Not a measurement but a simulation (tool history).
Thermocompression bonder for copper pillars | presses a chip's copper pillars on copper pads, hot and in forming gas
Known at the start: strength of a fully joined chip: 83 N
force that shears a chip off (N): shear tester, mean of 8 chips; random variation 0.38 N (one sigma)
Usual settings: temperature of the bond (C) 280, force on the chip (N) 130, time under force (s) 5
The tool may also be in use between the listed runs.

| run | hour | temperature of the bond (C) | force on the chip (N) | time under force (s) | force that shears a chip off (N) |
|---|---|---|---|---|---|
| 1 | 0 | 280 | 130 | 5 | 51.6 |
| 2 | 56.6 | 280 | 130 | 5 | 50.9 |
| 3 | 88.6 | 280 | 130 | 5 | 50.3 |
| 4 | 114.7 | 280 | 130 | 5 | 50 |
|  | 144.2 | forming gas filter changed |
| 5 | 159.5 | 280 | 130 | 5 | 51.4 |
| 6 | 187 | 280 | 130 | 5 | 51.6 |
| 7 | 223.8 | 280 | 130 | 5 | 51.7 |
| 8 | 276 | 280 | 130 | 5 | 51.2 |
| 9 | 310.8 | 280 | 93 | 5 | 40.7 |
| 10 | 339.4 | 299 | 93 | 5 | 50.2 |
| 11 | 370.9 | 280 | 130 | 4 | 46.6 |
| 12 | 432.3 | 280 | 130 | 4 | 46.1 |
|  | 440.9 | forming gas filter changed |
| 13 | 471.8 | 280 | 130 | 5 | 51.6 |
| 14 | 521.9 | 280 | 130 | 5 | 51.1 |
| 15 | 574.1 | 280 | 130 | 5 | 50.8 |
| 16 | 634.3 | 280 | 165 | 5 | 58.5 |
| 17 | 694 | 291 | 165 | 5 | 63.2 |
| 18 | 725.7 | 291 | 165 | 5 | 62.4 |
|  | 735.5 | forming gas filter changed |
| 19 | 771.7 | 291 | 165 | 5 | 65.1 |
| 20 | 797.6 | 291 | 165 | 5 | 64.8 |
| 21 | 836.3 | 291 | 89 | 7 | 49.1 |
| 22 | 897.9 | 280 | 146 | 3 | 46.7 |
| 23 | 937.7 | 280 | 146 | 3 | 45.8 |
| 24 | 969.2 | 265 | 125 | 10 | 50 |
|  | 1027.6 | forming gas filter changed |
| 25 | 1027.6 | 303 | 102 | 4 | 52.1 |
| 26 | 1063.8 | 282 | 130 | 3 | 44.3 |
| 27 | 1108.7 | 282 | 130 | 3 | 44.7 |
| 28 | 1166.5 | 282 | 130 | 3 | 44 |
| 29 | 1228 | 251 | 90 | 7 | 28.3 |
| 30 | 1254.6 | 274 | 89 | 4 | 32.5 |
| 31 | 1288.8 | 300 | 130 | 5 | 59.1 |
| 32 | 1316 | 300 | 113 | 14 | 67 |
|  | 1320.5 | forming gas filter changed |
| 33 | 1369.4 | 305 | 113 | 3 | 52.4 |
| 34 | 1402.5 | 265 | 164 | 12 | 62.2 |
|  | 1442.4 | force cell calibrated |
| 35 | 1451 | 308 | 130 | 5 | 63 |
| 36 | 1507.5 | 280 | 130 | 3 | 40.9 |
| 37 | 1535.2 | 274 | 99 | 9 | 43.2 |
| 38 | 1580.3 | 274 | 99 | 9 | 42.2 |
|  | 1615.7 | forming gas filter changed |
| 39 | 1622.2 | 274 | 99 | 9 | 44.9 |

Measured less the same run without the tool's hidden state. The same run-to-run variation is in both; the gauge's scatter may not be:
The hidden state here: true temperature of the bond over the reading, C; force that reaches the chip, % of what is set; oxide that the forming gas leaves, % of the face; drift of the gauge itself on shear_n, %.
| run | force that shears a chip off (N) |
|---|---|
| 1 | -0.9 |
| 2 | -1.4 |
| 3 | -1.7 |
| 4 | -1.8 |
| 5 | +0.1 |
| 6 | -0.3 |
| 7 | -0.6 |
| 8 | -1.1 |
| 9 | -1.1 |
| 10 | -1.6 |
| 11 | -1.9 |
| 12 | -2.3 |
| 13 | -0.5 |
| 14 | -0.9 |
| 15 | -1.4 |
| 16 | -2.2 |
| 17 | -2.9 |
| 18 | -3.3 |
| 19 | -0.7 |
| 20 | -1 |
| 21 | -1.3 |
| 22 | -1.9 |
| 23 | -2.2 |
| 24 | -2.7 |
| 25 | -0.4 |
| 26 | -0.9 |
| 27 | -1.3 |
| 28 | -1.7 |
| 29 | -1.8 |
| 30 | -1.9 |
| 31 | -3.3 |
| 32 | -3.8 |
| 33 | -1 |
| 34 | -1.9 |
| 35 | -4 |
| 36 | -4.5 |
| 37 | -5 |
| 38 | -5.3 |
| 39 | -3.6 |
